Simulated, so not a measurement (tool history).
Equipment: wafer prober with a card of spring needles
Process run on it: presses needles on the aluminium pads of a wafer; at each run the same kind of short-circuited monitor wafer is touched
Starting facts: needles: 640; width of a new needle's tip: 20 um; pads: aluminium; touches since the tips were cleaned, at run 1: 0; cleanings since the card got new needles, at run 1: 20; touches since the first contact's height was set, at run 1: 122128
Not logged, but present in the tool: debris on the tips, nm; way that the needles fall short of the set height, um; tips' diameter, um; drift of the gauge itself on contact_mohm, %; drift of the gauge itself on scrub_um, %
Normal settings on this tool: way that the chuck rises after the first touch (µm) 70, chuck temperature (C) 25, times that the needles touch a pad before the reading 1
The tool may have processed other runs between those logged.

run,day,way that the chuck rises after the first touch (µm),chuck temperature (C),times that the needles touch a pad before the reading,touches since the tips were cleaned,cleanings since the card got new needles,touches since the first contact's height was set,resistance of one needle with its contact and lead (mohm),way that a needle slides on the pad (µm)
1,0.000,70,25,1,0,20,122128,163,8.60
# day 0.446: height of the first contact set anew
2,0.704,66,25,1,4949,20,1846,229,8.24
# day 0.775: tips cleaned on abrasive film
3,1.175,69,25,1,2866,21,5190,208,8.61
# day 1.550: tips cleaned on abrasive film
4,1.821,70,25,2,1936,22,9793,181,8.71
# day 2.312: tips cleaned on abrasive film
5,2.450,70,25,2,983,23,14265,174,8.69
6,2.950,70,25,2,4576,23,17858,197,8.71
# day 3.079: tips cleaned on abrasive film
7,3.362,70,25,1,2021,24,20770,206,8.70
# day 3.867: tips cleaned on abrasive film
8,4.038,70,97,1,1224,25,25597,202,8.71
# day 4.642: tips cleaned on abrasive film
9,4.646,70,25,1,17,26,29912,167,8.70
10,5.171,70,25,1,3787,26,33682,217,8.71
# day 5.442: tips cleaned on abrasive film
11,5.621,70,25,3,1283,27,36873,168,8.70
# day 6.246: tips cleaned on abrasive film
12,6.246,70,25,3,0,28,41322,155,8.69
13,6.800,70,25,1,3981,28,45303,219,8.67
# day 7.067: tips cleaned on abrasive film
14,7.204,70,25,1,984,29,48167,188,8.68
# day 7.871: tips cleaned on abrasive film
15,7.871,70,25,1,0,30,52915,165,8.67
16,8.271,70,25,1,2861,30,55776,213,8.67
# day 8.658: tips cleaned on abrasive film
17,8.771,70,25,1,828,31,59340,182,8.66
18,9.262,63,64,2,4333,31,62845,216,7.79
# day 9.421: tips cleaned on abrasive film
19,9.742,83,29,1,2304,32,66274,194,10.26
# day 10.208: tips cleaned on abrasive film
20,10.208,85,29,2,0,33,69587,156,10.54
21,10.879,85,29,2,4794,33,74381,181,10.52
# day 11.000: tips cleaned on abrasive film
22,11.412,54,25,2,2961,34,78170,221,6.62
# day 11.767: tips cleaned on abrasive film
23,11.962,54,101,3,1406,35,82084,198,6.63
# day 12.538: tips cleaned on abrasive film
24,12.538,84,101,3,0,36,86173,169,10.39
25,12.854,90,41,3,2270,36,88443,167,11.12
# day 13.312: tips cleaned on abrasive film
26,13.400,90,41,3,606,37,92317,162,11.12
27,13.975,70,29,2,4738,37,96449,201,8.61
# day 14.075: tips cleaned on abrasive film
28,14.383,60,71,2,2195,38,99337,207,7.34
# day 14.842: tips cleaned on abrasive film
29,14.842,73,64,2,0,39,102604,169,8.98
30,15.408,60,69,2,4063,39,106667,222,7.33
# day 15.642: tips cleaned on abrasive film
31,16.075,51,25,1,3086,40,111398,272,6.22
# day 16.408: tips cleaned on abrasive film
32,16.492,51,25,1,621,41,114372,212,6.21
33,17.112,51,58,2,5051,41,118802,246,6.21

Results per run with the tool's hidden condition removed, run-to-run variation unchanged:
run,resistance of one needle with its contact and lead (mohm),way that a needle slides on the pad (µm)
1,156,8.75
2,156,8.24
3,155,8.62
4,154,8.73
5,156,8.71
6,158,8.73
7,157,8.73
8,170,8.75
9,160,8.75
10,154,8.75
11,155,8.75
12,152,8.75
13,155,8.74
14,157,8.74
15,158,8.75
16,156,8.75
17,156,8.74
18,170,7.87
19,157,10.35
20,152,10.64
21,152,10.62
22,164,6.72
23,176,6.75
24,167,10.51
25,154,11.24
26,156,11.24
27,158,8.74
28,167,7.48
29,164,9.13
30,170,7.48
31,162,6.38
32,164,6.37
33,169,6.37
